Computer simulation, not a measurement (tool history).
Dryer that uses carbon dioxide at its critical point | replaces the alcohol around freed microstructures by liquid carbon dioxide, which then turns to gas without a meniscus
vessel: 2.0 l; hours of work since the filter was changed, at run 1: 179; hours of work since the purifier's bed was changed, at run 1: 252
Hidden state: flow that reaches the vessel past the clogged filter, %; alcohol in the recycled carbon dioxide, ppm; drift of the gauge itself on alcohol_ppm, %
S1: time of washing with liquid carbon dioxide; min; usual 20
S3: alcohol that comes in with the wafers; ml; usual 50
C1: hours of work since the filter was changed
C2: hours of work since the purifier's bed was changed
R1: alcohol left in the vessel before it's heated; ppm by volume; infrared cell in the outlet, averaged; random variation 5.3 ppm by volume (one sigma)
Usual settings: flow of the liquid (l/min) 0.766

Run 1, hour 0.0: usual settings; C1 179; C2 252. Result: R1 184 ppm by volume.
Run 2, hour 20.7: usual settings; C1 186; C2 259. Result: R1 180 ppm by volume.
Run 3, hour 34.3: usual settings but S3 74 ml; C1 190; C2 263. Result: R1 241 ppm by volume.
Run 4, hour 57.2: usual settings but S3 98 ml; C1 198; C2 271. Result: R1 316 ppm by volume.
Run 5, hour 73.3: usual settings but S1 29 min, S3 98 ml; C1 203; C2 276. Result: R1 89 ppm by volume.
Run 6, hour 96.3: usual settings but S1 29 min, S3 25 ml; C1 210; C2 283. Result: R1 74 ppm by volume.
Run 7, hour 118.8: usual settings but S1 29 min, S3 25 ml; C1 217; C2 290. Result: R1 72 ppm by volume.
Run 8, hour 133.8: usual settings but S1 29 min, S3 25 ml; C1 222; C2 295. Result: R1 67 ppm by volume.
Run 9, hour 153.1: usual settings but S1 29 min, S3 25 ml; C1 228; C2 301. Result: R1 74 ppm by volume.
Run 10, hour 170.8: usual settings but S1 29 min, S3 25 ml; C1 234; C2 307. Result: R1 70 ppm by volume.
Run 11, hour 195.6: usual settings but S1 13 min; C1 242; C2 315. Result: R1 857 ppm by volume.
Run 12, hour 209.9: usual settings but S1 27 min, flow of the liquid (l/min) 0.554, S3 97 ml; C1 246; C2 320. Result: R1 318 ppm by volume.
Run 13, hour 224.7: usual settings but S1 24 min, flow of the liquid (l/min) 1.238, S3 61 ml; C1 251; C2 324. Result: R1 71 ppm by volume.
Run 14, hour 244.7: usual settings but S1 16 min, flow of the liquid (l/min) 0.651; C1 258; C2 331. Result: R1 741 ppm by volume.
Run 15, hour 257.9: usual settings but S1 25 min, S3 79 ml; C1 262; C2 335. Result: R1 144 ppm by volume.
Run 16, hour 275.9: usual settings but S1 12 min, flow of the liquid (l/min) 0.632; C1 268; C2 341. Result: R1 1868 ppm by volume.

Forecast each of these 5 alternatives for the next run:
Run A, hour 294.9: usual settings but S1 13 min, flow of the liquid (l/min) 0.816, S3 55 ml; C1 274; C2 347. Result: R1 ?.
Run B, hour 294.9: usual settings but S1 25 min, flow of the liquid (l/min) 0.604, S3 31 ml; C1 274; C2 347. Result: R1 ?.
Run C, hour 294.9: usual settings but S1 27 min, flow of the liquid (l/min) 1.161, S3 44 ml; C1 274; C2 347. Result: R1 ?.
Run D, hour 294.9: usual settings but S1 12 min, flow of the liquid (l/min) 0.805; C1 274; C2 347. Result: R1 ?.
Run E, hour 294.9: usual settings but S1 15 min, flow of the liquid (l/min) 1.013, S3 25 ml; C1 274; C2 347. Result: R1 ?.

run   R1
  A  798
  B  167
  C   83
  D  970
  E  148
Without the tool's hidden state the same runs would have given:
run   R1
  A  630
  B   76
  C    6
  D  790
  E   62

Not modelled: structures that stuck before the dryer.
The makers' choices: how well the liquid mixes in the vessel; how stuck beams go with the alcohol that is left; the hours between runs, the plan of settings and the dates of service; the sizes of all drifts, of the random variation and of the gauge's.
